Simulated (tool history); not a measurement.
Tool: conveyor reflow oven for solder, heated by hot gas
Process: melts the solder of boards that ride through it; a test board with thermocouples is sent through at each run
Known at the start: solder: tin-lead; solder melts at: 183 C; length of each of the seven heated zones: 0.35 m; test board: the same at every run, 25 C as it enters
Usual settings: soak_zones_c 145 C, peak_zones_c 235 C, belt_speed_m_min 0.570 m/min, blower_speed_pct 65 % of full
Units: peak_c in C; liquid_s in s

run,hour,soak_zones_c,peak_zones_c,belt_speed_m_min,blower_speed_pct,peak_c,liquid_s
1,0.0,145,235,0.570,65,216.3,58.3
2,21.8,145,235,0.549,65,218.5,60.9
3,43.2,145,235,0.570,65,216.9,57.9
4,71.9,145,235,0.570,65,216.6,57.8
5,94.3,145,235,0.570,65,216.7,57.2
6,114.8,145,235,0.570,65,216.0,57.2
7,136.3,145,235,0.570,65,215.1,56.8
8,169.9,145,245,0.570,69,225.4,62.7
9,187.8,145,245,0.570,69,225.0,63.0
10,220.7,145,245,0.570,69,224.0,62.8
11,256.3,145,245,0.570,69,224.4,63.0
12,286.1,145,235,0.570,54,211.8,52.4
13,319.3,145,235,0.570,54,217.4,57.4
14,337.9,136,235,0.649,65,214.3,46.0

Not shown: 3 entries that the log had between the listed runs. Between which runs, and how does the tool's hidden state differ before and after?
Between runs 5 and 6: flux residue cleaned out of gas plates and filters (hour 101.8)
  heat that the gas passes to the board, % of a clean oven's: 95.2 -> 92.5; true gas temperature in zones 6 and 7 over the reading, C: -3.79 -> -3.83
  measured less the result without the state, peak_c: -4.1 -> -4.8 C; liquid_s: -2.7 -> -3.3 s
Between runs 12 and 13: thermocouples of zones 6 and 7 changed (hour 292.1); flux residue cleaned out of gas plates and filters, once more (hour 299.5)
  heat that the gas passes to the board, % of a clean oven's: 88.9 -> 99.5; belt's true speed, % of the reading: 99.34 -> 99.33; true gas temperature in zones 6 and 7 over the reading, C: -4.25 -> -0.61
  measured less the result without the state, peak_c: -5.6 -> -0.4 C; liquid_s: -4.8 -> +0.1 s
